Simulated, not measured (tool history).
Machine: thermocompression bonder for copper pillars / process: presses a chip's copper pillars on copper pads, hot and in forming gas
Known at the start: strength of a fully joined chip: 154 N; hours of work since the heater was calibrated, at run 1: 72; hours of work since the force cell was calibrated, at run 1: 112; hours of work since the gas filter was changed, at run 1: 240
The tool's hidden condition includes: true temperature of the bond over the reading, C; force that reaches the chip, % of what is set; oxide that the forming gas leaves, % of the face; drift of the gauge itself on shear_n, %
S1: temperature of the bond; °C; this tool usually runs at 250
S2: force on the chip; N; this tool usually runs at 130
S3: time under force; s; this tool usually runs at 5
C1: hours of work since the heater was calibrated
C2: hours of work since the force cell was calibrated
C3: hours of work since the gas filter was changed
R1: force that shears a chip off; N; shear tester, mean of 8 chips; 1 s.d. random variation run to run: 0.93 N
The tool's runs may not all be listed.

run 1 day=0 | S1=250 S2=130 S3=5 | C1=72 C2=112 C3=240 | R1=71.5
run 2 day=0.225 | S1=250 S2=130 S3=5 | C1=75 C2=115 C3=242 | R1=72.1
run 3 day=0.392 | S1=250 S2=104 S3=5 | C1=76 C2=116 C3=244 | R1=60.8
run 4 day=0.579 | S1=250 S2=104 S3=5 | C1=78 C2=118 C3=246 | R1=60.2
run 5 day=0.975 | S1=264 S2=130 S3=5 | C1=83 C2=123 C3=250 | R1=84.2
run 6 day=1.262 | S1=264 S2=130 S3=5 | C1=86 C2=126 C3=253 | R1=85.9
run 7 day=1.483 | S1=264 S2=130 S3=5 | C1=88 C2=128 C3=256 | R1=85.2
run 8 day=1.646 | S1=264 S2=130 S3=9 | C1=90 C2=130 C3=257 | R1=100
run 9 day=2.029 | S1=264 S2=130 S3=9 | C1=94 C2=134 C3=261 | R1=98.1
run 10 day=2.308 | S1=264 S2=130 S3=9 | C1=97 C2=137 C3=264 | R1=97.5
run 11 day=2.583 | S1=264 S2=130 S3=9 | C1=100 C2=140 C3=267 | R1=99.3
run 12 day=2.979 | S1=264 S2=130 S3=9 | C1=104 C2=144 C3=272 | R1=95.7
run 13 day=3.362 | S1=264 S2=130 S3=9 | C1=108 C2=148 C3=276 | R1=98.3
run 14 day=3.579 | S1=264 S2=130 S3=9 | C1=111 C2=151 C3=278 | R1=99.2
run 15 day=3.896 | S1=264 S2=130 S3=9 | C1=114 C2=154 C3=282 | R1=98.6
run 16 day=4.192 | S1=250 S2=130 S3=5 | C1=117 C2=157 C3=285 | R1=71.2
-- day=4.304 heater calibrated with a thermocouple chip
run 17 day=4.462 | S1=250 S2=130 S3=5 | C1=2 C2=159 C3=287 | R1=71.2
run 18 day=4.633 | S1=250 S2=130 S3=5 | C1=4 C2=161 C3=289 | R1=71.6
-- day=4.871 forming gas filter changed
run 19 day=4.942 | S1=250 S2=130 S3=5 | C1=7 C2=164 C3=1 | R1=79.9

Forecast run 20:
run 20 day=5.2 | S1=250 S2=130 S3=5 | C1=9 C2=167 C3=4 | R1=?

Run 20 produced R1 77.8 N.
With the hidden condition absent and the run-to-run variation left alone, this run would have shown R1 78.1 N.
